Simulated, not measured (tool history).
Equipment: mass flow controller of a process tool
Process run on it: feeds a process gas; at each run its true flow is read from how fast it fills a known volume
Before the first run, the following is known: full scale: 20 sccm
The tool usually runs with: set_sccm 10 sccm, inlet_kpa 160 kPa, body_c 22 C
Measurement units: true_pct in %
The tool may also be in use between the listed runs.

Run 1, hour 0: usual settings. Result: true_pct 100.57 %.
Run 2, hour 104.1: usual settings but inlet_kpa 222 kPa. Result: true_pct 100.53 %.
Run 3, hour 252.5: usual settings but inlet_kpa 222 kPa. Result: true_pct 100.56 %.
Run 4, hour 323.6: usual settings but inlet_kpa 222 kPa. Result: true_pct 100.51 %.
Run 5, hour 405.8: usual settings but body_c 27 C. Result: true_pct 101.16 %.
Run 6, hour 535.4: usual settings but body_c 27 C. Result: true_pct 101.18 %.
Run 7, hour 640.7: usual settings but body_c 27 C. Result: true_pct 101.3 %.
Run 8, hour 710.6: usual settings but body_c 27 C. Result: true_pct 101.21 %.
Run 9, hour 781.8: usual settings but body_c 27 C. Result: true_pct 101.32 %.
Run 10, hour 886.1: usual settings but body_c 27 C. Result: true_pct 101.38 %.
Run 11, hour 968: usual settings but body_c 37 C. Result: true_pct 102.24 %.
Run 12, hour 1065.5: usual settings but body_c 37 C. Result: true_pct 102.16 %.
Run 13, hour 1154.4: usual settings but body_c 28 C. Result: true_pct 101.5 %.
Run 14, hour 1313.5: usual settings. Result: true_pct 101.05 %.
Run 15, hour 1401.9: usual settings but inlet_kpa 144 kPa. Result: true_pct 101.15 %.
Run 16, hour 1508.3: usual settings but inlet_kpa 144 kPa. Result: true_pct 101.29 %.
Run 17, hour 1670.6: usual settings but body_c 36 C. Result: true_pct 102.29 %.
Run 18, hour 1824.5: usual settings. Result: true_pct 101.27 %.
Run 19, hour 1905.2: usual settings. Result: true_pct 101.28 %.
Run 20, hour 2060.8: usual settings. Result: true_pct 101.45 %.
Run 21, hour 2149.3: usual settings but inlet_kpa 211 kPa. Result: true_pct 101.35 %.
Run 22, hour 2247.8: usual settings but inlet_kpa 211 kPa. Result: true_pct 101.35 %.
Run 23, hour 2345: usual settings but set_sccm 7 sccm. Result: true_pct 101.6 %.
Run 24, hour 2502.4: usual settings but set_sccm 7 sccm. Result: true_pct 101.8 %.
Run 25, hour 2647.6: usual settings but set_sccm 7 sccm. Result: true_pct 101.83 %.
Run 26, hour 2766.5: usual settings but set_sccm 7 sccm, inlet_kpa 155 kPa, body_c 25 C. Result: true_pct 102.02 %.
Run 27, hour 2852.2: usual settings but set_sccm 7 sccm. Result: true_pct 101.87 %.
Run 28, hour 3000.8: usual settings but set_sccm 8 sccm, inlet_kpa 237 kPa, body_c 39 C. Result: true_pct 102.94 %.
Run 29, hour 3141.9: usual settings but set_sccm 8 sccm, inlet_kpa 251 kPa, body_c 27 C. Result: true_pct 102.11 %.
Run 30, hour 3264.9: usual settings but set_sccm 8 sccm, inlet_kpa 251 kPa, body_c 27 C. Result: true_pct 102.18 %.
Run 31, hour 3367.6: usual settings but set_sccm 9 sccm, inlet_kpa 269 kPa, body_c 25 C. Result: true_pct 101.77 %.

What does the tool deliver on the next run?
Run 32, hour 3496.7: usual settings but body_c 28 C. Result: true_pct ?.

true_pct: 102.33 %
Take away the tool's hidden state, keep the run-to-run variation as it was, and the same run would have given true_pct 99.04 %.

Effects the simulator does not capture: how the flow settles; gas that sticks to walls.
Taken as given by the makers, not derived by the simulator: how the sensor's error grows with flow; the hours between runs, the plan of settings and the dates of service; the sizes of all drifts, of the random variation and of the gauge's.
